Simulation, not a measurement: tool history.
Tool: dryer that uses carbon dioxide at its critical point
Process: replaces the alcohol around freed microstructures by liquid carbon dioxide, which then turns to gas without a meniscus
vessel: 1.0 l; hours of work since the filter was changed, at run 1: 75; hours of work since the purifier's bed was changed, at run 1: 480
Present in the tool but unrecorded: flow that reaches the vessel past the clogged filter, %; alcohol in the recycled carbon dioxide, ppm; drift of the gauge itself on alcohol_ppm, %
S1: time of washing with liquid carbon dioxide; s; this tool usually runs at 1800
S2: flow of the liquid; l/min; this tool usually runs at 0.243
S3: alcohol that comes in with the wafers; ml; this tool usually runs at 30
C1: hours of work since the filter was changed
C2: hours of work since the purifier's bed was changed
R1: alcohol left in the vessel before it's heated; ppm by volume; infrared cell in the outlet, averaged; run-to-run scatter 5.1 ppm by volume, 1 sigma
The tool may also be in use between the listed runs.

run,day,S1,S2,S3,C1,C2,R1
1,0,1800,0.243,30,75,480,100
2,0.538,1800,0.243,30,84,488,103
3,1.138,1800,0.243,30,93,498,98
4,1.567,1200,0.243,30,100,505,511
5,2.229,1200,0.243,30,111,515,497
6,2.775,1800,0.243,30,119,524,104
7,3.125,1680,0.243,30,125,529,130
8,3.542,1680,0.243,30,132,536,134
9,4.262,1800,0.243,30,143,548,102
10,4.896,1800,0.243,30,153,558,113
11,5.488,1800,0.243,73,163,567,193
12,5.817,1800,0.243,73,168,572,194
13,6.292,1680,0.347,73,175,580,81
14,6.642,2520,0.253,58,181,585,63
15,7.35,2520,0.193,58,192,597,112
16,7.842,1440,0.177,44,200,604,1379
17,8.533,1980,0.216,30,211,615,142
18,8.938,1080,0.39,23,217,622,102
19,9.346,1080,0.374,33,224,628,142

Run 20, settings as shown, results not yet in. Your forecast:
20,9.696,1140,0.243,30,229,634,?

{"run 20": {"R1": 668}}
If the tool had no hidden condition, the same run with the same run-to-run variation would have returned R1 540 ppm by volume.
